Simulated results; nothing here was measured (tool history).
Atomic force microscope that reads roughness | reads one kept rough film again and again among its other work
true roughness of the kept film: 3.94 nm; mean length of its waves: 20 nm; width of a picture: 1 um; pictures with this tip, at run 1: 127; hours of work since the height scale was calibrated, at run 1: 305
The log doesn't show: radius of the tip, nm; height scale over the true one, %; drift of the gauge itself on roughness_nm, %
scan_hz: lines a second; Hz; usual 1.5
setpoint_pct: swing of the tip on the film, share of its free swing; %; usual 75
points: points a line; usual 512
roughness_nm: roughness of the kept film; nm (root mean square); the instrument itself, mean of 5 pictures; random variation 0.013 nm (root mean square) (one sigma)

run   hour  scan_hz  setpoint_pct  points  pictures with this tip  hours of work since the height scale was calibrated  roughness_nm
  1      0      1.5            75     512                     127                                                  305         3.014
  2   34.2      1.5            75     512                     172                                                  321         2.991
      51.7  -- new tip fitted
  3   61.5      1.5            75     495                      13                                                  333          3.01
  4   75.7      1.5            75     495                      31                                                  339         3.004
  5   93.3      1.5            75     495                      54                                                  347         3.003
  6  123.3      1.5            75     495                      93                                                  360         3.001
  7  137.5      1.5            89     495                     112                                                  367          2.78
  8  166.2      1.5            75     512                     149                                                  379         3.002
  9  197.7      1.5            75     460                     190                                                  393         2.998
     199.9  -- new tip fitted
 10  228.9      1.5            75     460                      38                                                  407         2.987
 11  244.4      1.5            75     460                      58                                                  414         3.001
 12  278.7      1.5            75     460                     103                                                  429         2.991
 13  304.1      1.5            75     460                     136                                                  441         2.979
 14  334.7      1.5            75     460                     176                                                  454         2.989
     347.1  -- new tip fitted
 15  366.3     3.86            59     259                      25                                                  468           2.9
 16  393.9     0.56            86     512                      60                                                  480         3.061
 17  418.4     0.59            86     290                      92                                                  491         3.005
 18  448.9      1.5            69     573                     132                                                  505         3.049
 19    470      1.5            69     573                     160                                                  514         3.087
 20  486.3     0.63            75     512                     181                                                  522         3.158
     496.8  -- new tip fitted
 21  502.1     0.63            75     512                       7                                                  528          3.16
 22  536.5     3.89            64     500                      52                                                  544         2.899
 23  562.3     3.89            64     500                      85                                                  555           2.9

Forecast each of these 5 alternatives for the next run:
  A  591.6     3.89            79     931                     124                                                  568             ?
  B  591.6     0.62            69     283                     124                                                  568             ?
  C  591.6     2.62            70     290                     124                                                  568             ?
  D  591.6     1.05            87     512                     124                                                  568             ?
  E  591.6     1.44            70     276                     124                                                  568             ?

run  roughness_nm
  A         2.558
  B         3.115
  C          2.84
  D         2.938
  E         2.993
Without the tool's hidden state the same runs would have given:
run  roughness_nm
  A         2.565
  B         3.124
  C         2.848
  D         2.946
  E         3.001

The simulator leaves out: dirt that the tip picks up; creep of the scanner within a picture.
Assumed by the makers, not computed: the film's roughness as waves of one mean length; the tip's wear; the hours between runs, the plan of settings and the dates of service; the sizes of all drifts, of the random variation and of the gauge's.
